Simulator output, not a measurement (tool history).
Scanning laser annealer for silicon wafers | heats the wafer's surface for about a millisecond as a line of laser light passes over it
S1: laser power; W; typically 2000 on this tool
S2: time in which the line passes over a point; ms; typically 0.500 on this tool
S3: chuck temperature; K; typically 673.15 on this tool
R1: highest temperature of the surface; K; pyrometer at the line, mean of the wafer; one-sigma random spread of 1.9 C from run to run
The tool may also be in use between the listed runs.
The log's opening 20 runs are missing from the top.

{"run": 21, "day": 37.558, "S1": 2105, "S2": 0.5, "S3": 673.15, "R1": 1451.15}
{"run": 22, "day": 39.033, "S1": 2145, "S2": 0.553, "S3": 708.15, "R1": 1534.15}
{"run": 23, "day": 41.621, "S1": 2098, "S2": 0.41, "S3": 708.15, "R1": 1416.15}
{"run": 24, "day": 43.092, "S1": 2117, "S2": 0.565, "S3": 698.15, "R1": 1521.15}
{"run": 25, "day": 44.638, "S1": 2171, "S2": 0.565, "S3": 698.15, "R1": 1540.15}
{"run": 26, "day": 46.225, "S1": 2171, "S2": 0.565, "S3": 698.15, "R1": 1539.15}
{"run": 27, "day": 47.612, "S1": 2026, "S2": 0.565, "S3": 698.15, "R1": 1484.15}
{"day": 48.025, "done": "optics aligned, line set to its width"}
{"run": 28, "day": 49.708, "S1": 1965, "S2": 0.481, "S3": 698.15, "R1": 1401.15}

What will run 29 give?
{"run": 29, "day": 51.121, "S1": 1965, "S2": 0.481, "S3": 698.15, "R1": "?"}

R1: 1401.15 K
On a tool with no hidden condition, and with the same random variation, this run would have come out at R1 1433.15 K.
